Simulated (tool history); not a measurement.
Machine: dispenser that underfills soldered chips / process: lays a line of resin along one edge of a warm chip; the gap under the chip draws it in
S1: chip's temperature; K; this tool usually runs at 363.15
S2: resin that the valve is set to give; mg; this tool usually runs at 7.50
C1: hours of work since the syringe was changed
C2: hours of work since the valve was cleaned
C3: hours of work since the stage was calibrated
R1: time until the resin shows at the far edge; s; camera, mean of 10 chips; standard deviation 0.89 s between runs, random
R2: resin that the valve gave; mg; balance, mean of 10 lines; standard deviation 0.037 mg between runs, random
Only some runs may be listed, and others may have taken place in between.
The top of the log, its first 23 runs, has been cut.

run	hour	S1	S2	C1	C2	C3	R1	R2
# hour 223.6: dispensing valve cleaned and set on the balance
24	232.2	360.15	8.57	9	6	358	175.5	8.52
# hour 237.1: new syringe of resin
25	238.3	373.15	9.01	1	10	362	57.4	8.98
26	246.3	358.15	7.50	6	15	368	155.7	7.38
# hour 255.1: new syringe of resin
27	255.9	360.15	8.96	1	21	374	91.4	8.76
28	268.1	368.15	9.03	9	30	382	126.8	8.83
# hour 273.3: new syringe of resin
29	276.6	359.15	7.50	2	35	388	111.3	7.26
30	282.8	360.15	8.86	6	39	392	144.1	8.51
# hour 291.4: new syringe of resin
31	293.1	360.15	8.86	1	46	399	94.0	8.43
32	303.9	376.15	7.50	8	53	406	93.4	7.04
# hour 309.3: new syringe of resin
33	312.0	351.15	7.82	2	59	411	145.4	7.43
34	317.7	362.15	7.89	6	63	415	129.2	7.44
# hour 327.2: new syringe of resin
35	328.1	366.15	7.44	1	69	422	77.8	6.99

4 options for the next run, each taken on its own from the tool as it stands now. Forecast them:
A	338.4	373.15	6.66	8	76	429	?	?
B	338.4	364.15	8.74	8	76	429	?	?
C	338.4	375.15	7.42	8	76	429	?	?
D	338.4	366.15	6.65	8	76	429	?	?

run	R1	R2
A	106.0	6.15
B	134.2	8.13
C	94.8	6.91
D	137.1	6.17
With the hidden condition removed and each run's random variation left untouched, the same runs would have given:
run	R1	R2
A	59.9	6.62
B	77.6	8.75
C	54.1	7.44
D	77.5	6.64
